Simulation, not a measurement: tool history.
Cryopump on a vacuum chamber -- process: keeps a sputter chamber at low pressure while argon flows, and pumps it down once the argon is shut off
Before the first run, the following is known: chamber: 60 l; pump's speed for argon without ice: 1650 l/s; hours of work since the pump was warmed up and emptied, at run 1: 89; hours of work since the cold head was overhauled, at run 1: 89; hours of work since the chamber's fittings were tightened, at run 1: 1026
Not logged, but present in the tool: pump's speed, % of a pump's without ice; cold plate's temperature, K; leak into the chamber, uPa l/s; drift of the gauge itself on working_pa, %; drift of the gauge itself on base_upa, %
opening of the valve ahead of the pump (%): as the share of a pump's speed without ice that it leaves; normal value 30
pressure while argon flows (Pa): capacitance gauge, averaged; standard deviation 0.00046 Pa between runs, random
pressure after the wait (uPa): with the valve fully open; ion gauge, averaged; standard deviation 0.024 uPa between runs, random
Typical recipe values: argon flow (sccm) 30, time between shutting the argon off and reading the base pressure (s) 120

run	hour	argon flow (sccm)	time between shutting the argon off and reading the base pressure (s)	opening of the valve ahead of the pump (%)	hours of work since the pump was warmed up and emptied	hours of work since the cold head was overhauled	hours of work since the chamber's fittings were tightened	pressure while argon flows (Pa)	pressure after the wait (uPa)
1	0	30	120	30	89	89	1026	0.1035	1.01
2	16.1	30	120	30	100	100	1036	0.1024	1
3	27.9	30	120	30	107	107	1044	0.1039	1.06
4	37.1	30	156	30	113	113	1050	0.1037	0.86
5	45.2	30	96	30	119	119	1055	0.103	1.22
6	55.3	30	208	30	125	125	1062	0.1034	0.77
7	68.4	14	120	30	134	134	1070	0.0482	1.09
8	81.2	14	120	30	142	142	1079	0.0482	1.02
9	93.6	14	120	30	150	150	1087	0.0489	1.01
10	106.6	14	120	30	159	159	1095	0.0487	1.04
11	113.6	14	120	30	163	163	1100	0.049	1.09
12	124.3	14	120	30	170	170	1107	0.0487	1.06
13	136.7	14	120	30	179	179	1115	0.0486	1.08
14	150.7	14	120	30	188	188	1124	0.0482	1.04
15	166.7	20	42	30	198	198	1135	0.0694	2.33
16	181	20	42	30	207	207	1144	0.0698	2.32
17	197.9	20	42	30	219	219	1155	0.0688	2.22
18	205.3	19	30	58	223	223	1160	0.0342	3.14
19	213.8	19	30	58	229	229	1165	0.0348	3.08
20	229.5	18	120	30	239	239	1176	0.0629	1.08
21	236.5	30	110	20	244	244	1180	0.1565	1.13
22	249.3	18	86	25	252	252	1189	0.0753	1.29

Estimate the outcome of run 23 from the log above:
23	265.2	18	206	40	262	262	1199	?	?

Run 23 yielded pressure while argon flows (Pa) 0.0467, pressure after the wait (uPa) 0.77.
If the tool had no hidden condition, the same run with the same run-to-run variation would have returned pressure while argon flows (Pa) 0.0456, pressure after the wait (uPa) 0.54.
